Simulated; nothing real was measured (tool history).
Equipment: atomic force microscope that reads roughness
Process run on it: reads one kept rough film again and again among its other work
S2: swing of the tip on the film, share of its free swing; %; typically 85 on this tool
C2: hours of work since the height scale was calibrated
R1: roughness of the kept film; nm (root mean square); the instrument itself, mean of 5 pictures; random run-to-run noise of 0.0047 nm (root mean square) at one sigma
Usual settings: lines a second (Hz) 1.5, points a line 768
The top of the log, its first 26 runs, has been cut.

run 27 hour=483.2 | lines_a_second_(Hz)=0.51 S2=65 points_a_line=705 | pictures_with_this_tip=135 C2=963 | R1=0.668
run 28 hour=498.1 | lines_a_second_(Hz)=0.51 S2=65 points_a_line=705 | pictures_with_this_tip=170 C2=974 | R1=0.662
-- hour=512.4 new tip fitted
run 29 hour=515.6 | lines_a_second_(Hz)=2.05 S2=65 points_a_line=705 | pictures_with_this_tip=7 C2=986 | R1=0.652
run 30 hour=530.8 | lines_a_second_(Hz)=2.05 S2=65 points_a_line=705 | pictures_with_this_tip=43 C2=997 | R1=0.65
run 31 hour=544.4 | lines_a_second_(Hz)=1.5 S2=71 points_a_line=768 | pictures_with_this_tip=74 C2=1007 | R1=0.647
run 32 hour=561.6 | lines_a_second_(Hz)=1.5 S2=85 points_a_line=500 | pictures_with_this_tip=114 C2=1020 | R1=0.621
run 33 hour=573.4 | lines_a_second_(Hz)=1.12 S2=56 points_a_line=962 | pictures_with_this_tip=142 C2=1028 | R1=0.679
run 34 hour=591.7 | lines_a_second_(Hz)=1.12 S2=56 points_a_line=962 | pictures_with_this_tip=184 C2=1041 | R1=0.667
-- hour=598.7 new tip fitted
run 35 hour=614.8 | lines_a_second_(Hz)=2.78 S2=79 points_a_line=761 | pictures_with_this_tip=38 C2=1058 | R1=0.612
run 36 hour=627.7 | lines_a_second_(Hz)=1.71 S2=71 points_a_line=679 | pictures_with_this_tip=68 C2=1067 | R1=0.645
run 37 hour=642.4 | lines_a_second_(Hz)=1.71 S2=71 points_a_line=679 | pictures_with_this_tip=102 C2=1078 | R1=0.646
run 38 hour=661.8 | lines_a_second_(Hz)=0.93 S2=75 points_a_line=679 | pictures_with_this_tip=147 C2=1092 | R1=0.663
run 39 hour=680.4 | lines_a_second_(Hz)=1.04 S2=83 points_a_line=768 | pictures_with_this_tip=190 C2=1105 | R1=0.662

Each row is a separate what-if for the run after 39, all from the same tool condition, not one after another. Results?
-- hour=685.9 new tip fitted
run A hour=697.4 | lines_a_second_(Hz)=1.5 S2=58 points_a_line=768 | pictures_with_this_tip=26 C2=1117 | R1=?
-- hour=685.9 new tip fitted
run B hour=697.4 | lines_a_second_(Hz)=0.92 S2=66 points_a_line=341 | pictures_with_this_tip=26 C2=1117 | R1=?
-- hour=685.9 new tip fitted
run C hour=697.4 | lines_a_second_(Hz)=1.42 S2=83 points_a_line=768 | pictures_with_this_tip=26 C2=1117 | R1=?
-- hour=685.9 new tip fitted
run D hour=697.4 | lines_a_second_(Hz)=1.04 S2=60 points_a_line=777 | pictures_with_this_tip=26 C2=1117 | R1=?

run=A R1=0.663
run=B R1=0.651
run=C R1=0.63
run=D R1=0.668
Take away the tool's hidden state, keep each run's random variation, and the runs would have read:
run=A R1=0.663
run=B R1=0.651
run=C R1=0.63
run=D R1=0.668
